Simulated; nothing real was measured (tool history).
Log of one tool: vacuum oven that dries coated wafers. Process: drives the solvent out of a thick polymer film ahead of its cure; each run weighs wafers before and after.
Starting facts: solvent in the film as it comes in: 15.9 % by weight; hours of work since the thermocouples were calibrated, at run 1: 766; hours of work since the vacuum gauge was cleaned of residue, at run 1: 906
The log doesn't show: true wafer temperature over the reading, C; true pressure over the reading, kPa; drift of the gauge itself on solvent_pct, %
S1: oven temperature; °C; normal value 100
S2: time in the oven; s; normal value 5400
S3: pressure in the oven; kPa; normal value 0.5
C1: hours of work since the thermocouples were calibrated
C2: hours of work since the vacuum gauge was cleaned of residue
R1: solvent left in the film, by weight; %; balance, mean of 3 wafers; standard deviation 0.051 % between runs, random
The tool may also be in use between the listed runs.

run    hour   S1    S2     S3    C1    C2    R1
  1       0  100  5400    0.5   766   906  1.25
  2    23.2  100  5400    0.5   780   920  1.29
  3    51.6  100  5400    0.5   797   936   1.2
  4    80.9  100  5400  0.307   815   954  1.09
  5   104.8  100  5400  0.307   829   968  1.17
  6   123.9  100  7140    0.5   840   980  0.69
  7   160.2  100  5400  0.716   862  1001  1.23
  8   201.3  114  5400    0.5   886  1026  0.37
  9   220.9  100  3180    0.5   898  1038  2.88
 10   253.9  104  5400    0.5   918  1057  0.85
 11   290.9  100  5400  0.643   940  1079  1.37
 12     335  100  5400    0.5   966  1106  1.28
 13   377.1  100  5400    0.5   991  1131  1.31
 14   414.8  100  5400    0.5  1014  1153  1.35
 15   446.7  100  5400  1.255  1033  1172  1.74
 16   491.3  100  5400  0.292  1060  1199  1.25
 17   523.2  100  5400  0.292  1079  1218   1.2
 18   564.2  100  5400  0.602  1103  1242  1.48
 19   586.7  102  5400    0.5  1116  1256  1.13
      591.7  -- vacuum gauge cleaned of residue and calibrated
 20   607.5  102  5400    0.5  1128     9  1.22
 21   647.2  104  5400    0.5  1152    33  0.99
 22   687.3  100  5400  0.473  1176    57  1.42
 23   715.6  109  3900  0.639  1193    74   1.2
 24   751.9  112  3480  0.639  1214    96   1.1
      794.8  -- oven's thermocouples calibrated
 25   797.7  100  7560    0.5     2   122  0.74
 26   838.8   92  5400    0.5    26   146  2.36
      850.2  -- vacuum gauge cleaned of residue and calibrated, once more
 27   886.4   99  5400  0.721    54    22  1.16
 28   908.7   99  5400  0.721    67    35  1.17
 29   943.9   87  3420  1.949    88    56  5.85
 30   970.6   99  4080    0.5   104    72  1.78
 31     996  100  5400  1.104   119    87  1.25
 32  1034.7  100  7440    0.5   142   110  0.51
 33  1055.8  100  5400  1.481   155   123  1.48
 34  1083.7  101  3120    0.5   172   139  2.43
 35    1120  100  6180  0.544   193   161  0.75
 36  1160.5  104  7140  0.662   217   185   0.5
 37  1189.3  114  5400    0.5   235   202  0.25
 38  1211.1  100  4920   1.19   248   215  1.58
 39    1246  104  8280    0.5   268   236  0.36
 40    1279   86  5400  0.917   288   256   3.7
 41  1304.8   97  9600  0.393   303   271  0.51
 42  1332.7   91  3420  0.372   320   288  4.04
 43  1370.4   91  3420  0.372   343   310  4.13
 44  1407.5   91  3420  0.372   365   333  4.12

Below, some changes in R1 between adjacent runs. For each, the amount present without the hidden state too (settings, incoming material, random variation) and the amount remaining for the hidden state with gauge scatter not shared by both compared results:
Run 8 -> 9: S1 114 -> 100, S2 5400 -> 3180. R1 +2.51 %: hidden state +0.37, all else +2.14.
Run 9 -> 10: S1 100 -> 104, S2 3180 -> 5400. R1 -2.03 %: hidden state -0.22, all else -1.81.
Run 26 -> 27: S1 92 -> 99, S3 0.5 -> 0.721, vacuum gauge cleaned of residue and calibrated, once more. R1 -1.2 %: hidden state -0.42, all else -0.78.
Run 28 -> 29: S1 99 -> 87, S2 5400 -> 3420, S3 0.721 -> 1.949. R1 +4.68 %: hidden state +0.06, all else +4.62.
Run 29 -> 30: S1 87 -> 99, S2 3420 -> 4080, S3 1.949 -> 0.5. R1 -4.07 %: hidden state -0.03, all else -4.04.
Run 41 -> 42: S1 97 -> 91, S2 9600 -> 3420, S3 0.393 -> 0.372. R1 +3.53 %: hidden state +0.15, all else +3.38.
